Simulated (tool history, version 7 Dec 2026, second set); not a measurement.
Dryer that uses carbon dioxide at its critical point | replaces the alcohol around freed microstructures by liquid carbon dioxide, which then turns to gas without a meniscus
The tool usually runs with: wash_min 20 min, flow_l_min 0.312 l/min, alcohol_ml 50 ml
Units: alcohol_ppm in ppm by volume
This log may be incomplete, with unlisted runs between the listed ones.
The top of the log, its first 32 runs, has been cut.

run 33 day=25.596 | wash_min=28 flow_l_min=0.189 alcohol_ml=39 | alcohol_ppm=808
run 34 day=26.504 | wash_min=13 flow_l_min=0.343 alcohol_ml=50 | alcohol_ppm=1745
run 35 day=27.108 | wash_min=26 flow_l_min=0.343 alcohol_ml=89 | alcohol_ppm=195
run 36 day=27.796 | wash_min=26 flow_l_min=0.347 alcohol_ml=89 | alcohol_ppm=196
run 37 day=28.846 | wash_min=30 flow_l_min=0.329 alcohol_ml=72 | alcohol_ppm=150
run 38 day=29.338 | wash_min=30 flow_l_min=0.329 alcohol_ml=72 | alcohol_ppm=162
run 39 day=30.171 | wash_min=20 flow_l_min=0.224 alcohol_ml=28 | alcohol_ppm=1092
run 40 day=30.775 | wash_min=20 flow_l_min=0.195 alcohol_ml=28 | alcohol_ppm=1674
run 41 day=31.725 | wash_min=21 flow_l_min=0.284 alcohol_ml=50 | alcohol_ppm=668
run 42 day=32.517 | wash_min=21 flow_l_min=0.284 alcohol_ml=50 | alcohol_ppm=710
run 43 day=33.496 | wash_min=23 flow_l_min=0.284 alcohol_ml=51 | alcohol_ppm=497
run 44 day=34.158 | wash_min=23 flow_l_min=0.284 alcohol_ml=51 | alcohol_ppm=509

Forecast each of these 3 alternatives for the next run:
run A day=35.296 | wash_min=32 flow_l_min=0.312 alcohol_ml=26 | alcohol_ppm=?
run B day=35.296 | wash_min=20 flow_l_min=0.312 alcohol_ml=67 | alcohol_ppm=?
run C day=35.296 | wash_min=15 flow_l_min=0.35 alcohol_ml=84 | alcohol_ppm=?

run=A alcohol_ppm=138
run=B alcohol_ppm=760
run=C alcohol_ppm=1742
Take away the tool's hidden state, keep each run's random variation, and the runs would have read:
run=A alcohol_ppm=19
run=B alcohol_ppm=541
run=C alcohol_ppm=1400
